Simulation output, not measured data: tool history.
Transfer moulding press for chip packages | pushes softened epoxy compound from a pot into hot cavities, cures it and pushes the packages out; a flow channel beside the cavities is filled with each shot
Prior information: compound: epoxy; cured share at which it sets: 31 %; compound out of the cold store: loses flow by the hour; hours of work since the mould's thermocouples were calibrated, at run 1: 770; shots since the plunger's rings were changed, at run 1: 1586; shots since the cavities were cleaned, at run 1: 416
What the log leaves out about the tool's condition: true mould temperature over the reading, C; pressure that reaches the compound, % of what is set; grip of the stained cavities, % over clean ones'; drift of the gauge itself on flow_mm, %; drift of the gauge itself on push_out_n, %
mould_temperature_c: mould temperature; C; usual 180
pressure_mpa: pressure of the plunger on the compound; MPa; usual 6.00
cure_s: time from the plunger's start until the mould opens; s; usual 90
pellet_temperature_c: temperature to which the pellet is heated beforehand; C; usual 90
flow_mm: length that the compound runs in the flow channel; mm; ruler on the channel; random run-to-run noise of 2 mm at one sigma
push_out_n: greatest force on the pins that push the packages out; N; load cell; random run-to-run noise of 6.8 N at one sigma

run,hour,mould_temperature_c,pressure_mpa,cure_s,pellet_temperature_c,hours of work since the mould's thermocouples were calibrated,shots since the plunger's rings were changed,shots since the cavities were cleaned,incoming compound's hours out of the cold store,flow_mm,push_out_n
1,0.0,180,6.00,90,90,770,1586,416,19.7,887,411
# hour 42.7: cavities cleaned with cleaning compound and waxed
# hour 51.2: mould's thermocouples calibrated
2,64.9,174,6.00,90,90,10,2515,305,18.7,907,530
3,102.2,180,6.00,91,90,39,3080,870,20.8,872,472
# hour 110.3: cavities cleaned with cleaning compound and waxed
# hour 133.1: plunger's sealing rings changed
4,168.6,173,6.00,90,90,86,537,843,31.5,863,645
# hour 177.3: cavities cleaned with cleaning compound and waxed
# hour 243.3: cavities cleaned with cleaning compound and waxed
5,255.4,180,6.00,90,90,149,1805,184,11.6,936,372
6,297.5,180,6.00,90,90,181,2442,821,16.2,908,456
# hour 308.2: cavities cleaned with cleaning compound and waxed
# hour 368.8: plunger's sealing rings changed
# hour 377.5: cavities cleaned with cleaning compound and waxed
7,381.4,181,6.68,83,82,240,168,59,32.4,881,327
8,425.9,180,7.16,83,85,274,840,731,11.0,1035,499
# hour 444.5: cavities cleaned with cleaning compound and waxed
# hour 509.4: cavities cleaned with cleaning compound and waxed
9,511.8,180,7.16,83,85,337,2095,37,17.2,987,319
# hour 574.2: cavities cleaned with cleaning compound and waxed
10,574.2,180,7.16,104,85,383,3016,0,32.1,892,231
# hour 608.9: plunger's sealing rings changed
# hour 640.7: cavities cleaned with cleaning compound and waxed
11,655.5,180,7.16,104,85,441,682,224,9.4,1043,331
# hour 705.1: cavities cleaned with cleaning compound and waxed
12,738.6,177,5.65,72,94,503,1916,506,29.2,822,658

Here are 3 independent what-if runs from the current tool condition. What would each one return?
# hour 773.1: cavities cleaned with cleaning compound and waxed
A,800.3,177,5.65,127,83,549,2826,411,19.7,?,?
# hour 773.1: cavities cleaned with cleaning compound and waxed
B,800.3,177,7.06,74,94,549,2826,411,35.4,?,?
# hour 773.1: cavities cleaned with cleaning compound and waxed
C,800.3,177,5.65,78,96,549,2826,411,47.2,?,?

run,flow_mm,push_out_n
A,862,359
B,877,568
C,728,498
Had the tool no hidden state, the same runs would have come out as:
run,flow_mm,push_out_n
A,892,228
B,908,401
C,754,347

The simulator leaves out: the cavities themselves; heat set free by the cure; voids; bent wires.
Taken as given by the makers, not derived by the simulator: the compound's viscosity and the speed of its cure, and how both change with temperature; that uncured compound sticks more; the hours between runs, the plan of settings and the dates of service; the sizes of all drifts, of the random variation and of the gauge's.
